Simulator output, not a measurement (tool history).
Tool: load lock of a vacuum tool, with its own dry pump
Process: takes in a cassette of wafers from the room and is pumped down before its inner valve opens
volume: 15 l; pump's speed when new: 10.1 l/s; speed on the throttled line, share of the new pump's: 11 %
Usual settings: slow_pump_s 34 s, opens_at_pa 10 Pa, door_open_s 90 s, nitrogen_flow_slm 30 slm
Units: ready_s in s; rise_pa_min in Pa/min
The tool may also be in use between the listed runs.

run	day	slow_pump_s	opens_at_pa	door_open_s	nitrogen_flow_slm	incoming humidity of the room's air, %	ready_s	rise_pa_min
1	0.000	34	10	90	30	47.7	44.1	0.037
2	14.583	34	10	90	23	45.1	44.2	0.045
3	23.742	27	10	90	30	44.5	37.9	0.031
4	34.942	27	10	90	30	44.5	37.7	0.038
5	46.750	34	10	90	30	47.2	44.1	0.038
6	58.846	27	10	90	30	42.1	38.0	0.034
7	75.238	34	10	141	30	44.4	44.0	0.042
8	82.900	34	10	141	30	45.2	43.9	0.043
9	96.542	34	10	141	30	46.8	44.0	0.046
10	104.800	34	8	90	30	46.4	44.6	0.033
11	114.879	34	8	90	30	47.7	44.4	0.037
12	130.988	34	8	90	30	44.8	44.7	0.026
13	145.150	25	10	90	8	45.6	36.2	0.063
# day 156.312: door's seal changed, seat wiped
14	159.467	25	10	90	8	45.4	36.2	0.061
15	173.792	25	10	90	13	43.9	36.1	0.045
16	190.292	25	10	39	13	47.4	36.0	0.041
17	200.425	39	10	39	24	44.2	48.7	0.027
18	217.346	30	10	52	30	46.1	40.5	0.034
19	232.754	30	12	52	30	47.5	40.2	0.034

5 ways to go on from here, each from the tool as it stands after run 19. What would each give?
A	240.108	38	10	149	37	45.4	?	?
B	240.108	33	10	52	19	44.1	?	?
C	240.108	37	9	31	30	43.8	?	?
D	240.108	25	12	52	9	43.5	?	?
E	240.108	35	9	52	12	44.3	?	?

run	ready_s	rise_pa_min
A	47.6	0.032
B	43.3	0.034
C	47.0	0.026
D	35.8	0.047
E	45.1	0.038
Without the tool's hidden state the same runs would have given:
run	ready_s	rise_pa_min
A	47.6	0.032
B	43.3	0.034
C	47.0	0.026
D	35.8	0.047
E	45.1	0.038
